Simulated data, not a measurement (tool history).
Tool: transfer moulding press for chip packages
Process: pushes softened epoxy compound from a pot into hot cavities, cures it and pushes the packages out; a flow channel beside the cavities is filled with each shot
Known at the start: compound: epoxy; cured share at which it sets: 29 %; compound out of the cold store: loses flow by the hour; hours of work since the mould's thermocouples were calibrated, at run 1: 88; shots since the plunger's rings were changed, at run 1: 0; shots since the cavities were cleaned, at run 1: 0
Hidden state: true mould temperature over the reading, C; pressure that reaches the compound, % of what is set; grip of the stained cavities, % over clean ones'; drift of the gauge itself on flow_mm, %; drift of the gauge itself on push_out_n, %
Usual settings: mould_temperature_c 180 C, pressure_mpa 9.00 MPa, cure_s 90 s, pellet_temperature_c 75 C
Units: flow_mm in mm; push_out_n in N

run,hour,mould_temperature_c,pressure_mpa,cure_s,pellet_temperature_c,hours of work since the mould's thermocouples were calibrated,shots since the plunger's rings were changed,shots since the cavities were cleaned,incoming compound's hours out of the cold store,flow_mm,push_out_n
1,0.0,180,9.00,90,75,88,0,0,46.5,820,364
2,29.9,186,9.00,90,75,108,356,356,29.8,865,495
3,50.1,186,9.00,90,75,121,597,597,14.1,929,556
# hour 63.1: cavities cleaned with cleaning compound and waxed
4,93.9,186,9.00,90,75,149,1102,367,32.7,852,515
5,116.2,186,9.00,90,75,164,1368,633,25.7,885,579
# hour 128.6: cavities cleaned with cleaning compound and waxed
6,159.1,186,9.00,90,75,191,1862,364,29.1,858,501
# hour 190.5: cavities cleaned with cleaning compound and waxed
7,196.2,186,9.00,90,75,214,2286,67,32.9,840,380
8,219.7,186,9.00,90,75,230,2567,348,35.0,827,486
# hour 252.6: cavities cleaned with cleaning compound and waxed
9,253.9,180,9.00,90,75,251,2957,15,21.0,891,400
10,286.5,180,9.00,90,75,272,3345,403,13.6,915,559
11,306.8,180,9.00,90,75,286,3588,646,27.7,864,626
# hour 317.6: plunger's sealing rings changed
# hour 319.1: cavities cleaned with cleaning compound and waxed
12,344.1,180,9.00,90,75,308,300,300,17.0,932,504
13,377.3,180,9.00,90,75,329,696,696,8.8,960,629
# hour 381.5: mould's thermocouples calibrated
# hour 383.0: cavities cleaned with cleaning compound and waxed
14,422.5,180,9.00,90,75,26,1193,472,42.5,822,559
# hour 445.6: cavities cleaned with cleaning compound and waxed
15,457.8,180,6.82,90,75,48,1596,146,27.8,761,442
16,485.3,180,6.82,90,75,66,1924,474,33.6,739,574
# hour 507.4: cavities cleaned with cleaning compound and waxed
# hour 517.9: mould's thermocouples calibrated, once more
17,525.1,180,6.82,90,75,5,2357,188,42.6,702,479
18,558.9,180,9.29,74,79,27,2760,591,23.9,902,852
# hour 574.2: cavities cleaned with cleaning compound and waxed
19,595.8,184,7.13,74,79,50,3183,259,24.3,769,577
20,627.9,180,9.00,90,74,71,3565,641,25.8,862,637
# hour 638.2: plunger's sealing rings changed
# hour 639.7: cavities cleaned with cleaning compound and waxed
21,652.7,180,9.00,90,74,85,155,155,44.9,824,487
22,692.7,180,9.00,90,74,111,631,631,34.7,864,603
# hour 704.5: cavities cleaned with cleaning compound and waxed
23,735.1,174,8.45,90,81,138,1120,366,15.2,920,724
# hour 768.9: cavities cleaned with cleaning compound and waxed
24,771.9,187,9.43,97,66,161,1541,36,19.1,919,342
25,809.3,184,8.11,92,75,186,1986,481,31.8,808,528
# hour 833.9: cavities cleaned with cleaning compound and waxed
26,833.9,178,10.51,74,79,201,2262,0,37.6,908,539
27,877.4,180,6.86,97,75,229,2781,519,14.2,804,572
# hour 898.6: cavities cleaned with cleaning compound and waxed
28,900.4,183,10.08,90,75,243,3037,21,46.6,832,348

Forecast each of these 4 alternatives for the next run:
A,940.8,182,10.08,70,79,270,3520,504,41.5,?,?
B,940.8,180,8.54,87,72,270,3520,504,33.9,?,?
C,940.8,183,9.00,89,66,270,3520,504,19.3,?,?
D,940.8,180,9.00,90,71,270,3520,504,20.2,?,?

run,flow_mm,push_out_n
A,854,762
B,809,611
C,891,562
D,894,608
Without the tool's hidden state the same runs would have given:
run,flow_mm,push_out_n
A,887,496
B,840,393
C,925,359
D,928,390
